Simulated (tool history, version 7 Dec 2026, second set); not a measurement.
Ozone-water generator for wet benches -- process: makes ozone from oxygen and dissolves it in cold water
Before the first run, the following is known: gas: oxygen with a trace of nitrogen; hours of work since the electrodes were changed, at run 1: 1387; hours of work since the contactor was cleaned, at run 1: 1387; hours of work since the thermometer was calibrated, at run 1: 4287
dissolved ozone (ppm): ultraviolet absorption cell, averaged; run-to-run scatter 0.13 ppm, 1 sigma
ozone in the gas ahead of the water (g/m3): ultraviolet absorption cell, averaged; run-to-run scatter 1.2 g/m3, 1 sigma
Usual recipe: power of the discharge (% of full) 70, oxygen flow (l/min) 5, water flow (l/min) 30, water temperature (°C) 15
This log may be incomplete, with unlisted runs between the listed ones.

run	hour	power of the discharge (% of full)	oxygen flow (l/min)	water flow (l/min)	water temperature (°C)	hours of work since the electrodes were changed	hours of work since the contactor was cleaned	hours of work since the thermometer was calibrated	dissolved ozone (ppm)	ozone in the gas ahead of the water (g/m3)
1	0	70	5	30	15	1387	1387	4287	14.6	207.3
2	88.1	48	5	30	15	1453	1453	4354	11.6	165.3
3	204.9	70	5	37	15	1541	1541	4442	11.8	206.1
4	316	84	5	37	15	1625	1625	4526	13.1	232.6
5	376.2	84	5	37	15	1671	1671	4571	13.1	231.7
6	501.5	43	5	30	15	1765	1765	4666	11	155.9
7	574	77	5	30	15	1820	1820	4721	15.2	218.9
8	704.7	77	5	30	15	1919	1919	4819	15.5	221.7
9	772	77	4.13	30	15	1969	1969	4870	15.2	248.2
10	880.6	77	4.13	30	15	2051	2051	4952	15.4	249.7
11	998.3	77	4.13	30	15	2140	2140	5041	15.1	248.7
12	1079.9	70	5	30	15	2202	2202	5103	14.4	208.8
13	1185.2	70	5	40	15	2281	2281	5182	10.9	209.6
14	1320.2	70	5	30	15	2383	2383	5284	14.6	207
# hour 1332: water thermometer calibrated
15	1417.2	70	5	30	15	2456	2456	64	14.6	207.2
16	1537.3	70	5	30	15	2547	2547	155	14.4	209.4
17	1636.6	70	5	30	15	2622	2622	230	14.6	207.9
18	1718.2	70	2.99	29	15	2683	2683	291	14.7	292
19	1778.6	70	2.99	29	15	2729	2729	337	14.5	293.6
20	1868.9	54	4.82	43	15	2797	2797	405	8.6	181.8
21	1967.9	54	4.82	43	15	2872	2872	480	8.4	182.1
22	2051.5	55	4.82	29	8	2935	2935	543	13.9	186.3
23	2145.8	70	8.18	30	10	3006	3006	614	15.4	149.5
24	2223.3	70	8.18	30	10	3064	3064	673	14.9	149.4
25	2278.1	93	8.18	31	10	3106	3106	714	17.7	180.1
26	2404	70	3.68	29	15	3201	3201	809	14.8	253.8

Predict the results of run 27:
27	2536.2	70	5	37	20	3301	3301	909	?	?

dissolved ozone (ppm): 11.4
ozone in the gas ahead of the water (g/m3): 208.9
Without the tool's hidden state the same run would have given dissolved ozone (ppm) 11.4, ozone in the gas ahead of the water (g/m3) 208.9.

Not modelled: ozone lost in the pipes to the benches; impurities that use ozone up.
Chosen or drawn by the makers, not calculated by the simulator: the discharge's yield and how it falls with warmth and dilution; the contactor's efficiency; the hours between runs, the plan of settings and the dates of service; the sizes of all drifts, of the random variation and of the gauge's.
